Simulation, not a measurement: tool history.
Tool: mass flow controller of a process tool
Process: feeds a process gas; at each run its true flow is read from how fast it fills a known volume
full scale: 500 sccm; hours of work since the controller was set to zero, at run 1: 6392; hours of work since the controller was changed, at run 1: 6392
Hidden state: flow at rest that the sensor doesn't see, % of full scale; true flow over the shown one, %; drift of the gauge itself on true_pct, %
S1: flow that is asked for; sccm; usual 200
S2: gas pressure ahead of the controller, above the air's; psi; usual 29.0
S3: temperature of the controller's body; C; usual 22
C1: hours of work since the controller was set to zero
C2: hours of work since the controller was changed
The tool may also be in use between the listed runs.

{"run": 1, "day": 0.0, "S1": 200, "S2": 29.0, "S3": 22, "C1": 6392, "C2": 6392, "true flow (%)": 99.56}
{"run": 2, "day": 5.275, "S1": 200, "S2": 29.0, "S3": 22, "C1": 6466, "C2": 6466, "true flow (%)": 99.49}
{"day": 7.392, "done": "controller's zero set anew"}
{"run": 3, "day": 12.775, "S1": 200, "S2": 29.0, "S3": 22, "C1": 75, "C2": 6571, "true flow (%)": 99.41}
{"run": 4, "day": 18.279, "S1": 200, "S2": 29.0, "S3": 22, "C1": 153, "C2": 6648, "true flow (%)": 99.47}
{"run": 5, "day": 27.883, "S1": 200, "S2": 29.0, "S3": 22, "C1": 287, "C2": 6782, "true flow (%)": 99.42}
{"run": 6, "day": 38.1, "S1": 200, "S2": 29.0, "S3": 22, "C1": 430, "C2": 6926, "true flow (%)": 99.42}
{"run": 7, "day": 45.233, "S1": 200, "S2": 29.0, "S3": 22, "C1": 530, "C2": 7026, "true flow (%)": 99.34}
{"run": 8, "day": 55.15, "S1": 236, "S2": 29.0, "S3": 22, "C1": 669, "C2": 7164, "true flow (%)": 99.56}
{"run": 9, "day": 64.358, "S1": 200, "S2": 29.0, "S3": 22, "C1": 798, "C2": 7294, "true flow (%)": 99.15}
{"run": 10, "day": 73.25, "S1": 200, "S2": 29.0, "S3": 22, "C1": 923, "C2": 7418, "true flow (%)": 99.14}
{"run": 11, "day": 78.138, "S1": 261, "S2": 24.9, "S3": 25, "C1": 991, "C2": 7487, "true flow (%)": 99.06}
{"run": 12, "day": 85.3, "S1": 77, "S2": 27.3, "S3": 27, "C1": 1092, "C2": 7587, "true flow (%)": 98.33}
{"run": 13, "day": 91.346, "S1": 89, "S2": 35.1, "S3": 28, "C1": 1176, "C2": 7672, "true flow (%)": 98.18}
{"run": 14, "day": 101.046, "S1": 89, "S2": 35.1, "S3": 28, "C1": 1312, "C2": 7808, "true flow (%)": 98.08}
{"run": 15, "day": 110.146, "S1": 248, "S2": 35.1, "S3": 28, "C1": 1440, "C2": 7935, "true flow (%)": 98.35}
{"run": 16, "day": 121.012, "S1": 237, "S2": 38.4, "S3": 30, "C1": 1592, "C2": 8087, "true flow (%)": 98.11}
{"run": 17, "day": 129.229, "S1": 462, "S2": 27.7, "S3": 22, "C1": 1707, "C2": 8202, "true flow (%)": 99.58}
{"run": 18, "day": 140.683, "S1": 64, "S2": 21.2, "S3": 27, "C1": 1867, "C2": 8363, "true flow (%)": 98.05}
{"run": 19, "day": 148.767, "S1": 64, "S2": 21.2, "S3": 27, "C1": 1981, "C2": 8476, "true flow (%)": 98.08}
{"run": 20, "day": 153.708, "S1": 64, "S2": 20.9, "S3": 27, "C1": 2050, "C2": 8545, "true flow (%)": 98.03}

Hidden state at the last listed run before each entry between runs and at the first one after, where it differs:
Between runs 2 and 3: controller's zero set anew (day 7.392)
  flow at rest that the sensor doesn't see, % of full scale: 0.002 -> 0; drift of the gauge itself on true_pct, %: -0.03 -> -0.07
  measured less the result without the state, true flow (%): -0.02 -> -0.07

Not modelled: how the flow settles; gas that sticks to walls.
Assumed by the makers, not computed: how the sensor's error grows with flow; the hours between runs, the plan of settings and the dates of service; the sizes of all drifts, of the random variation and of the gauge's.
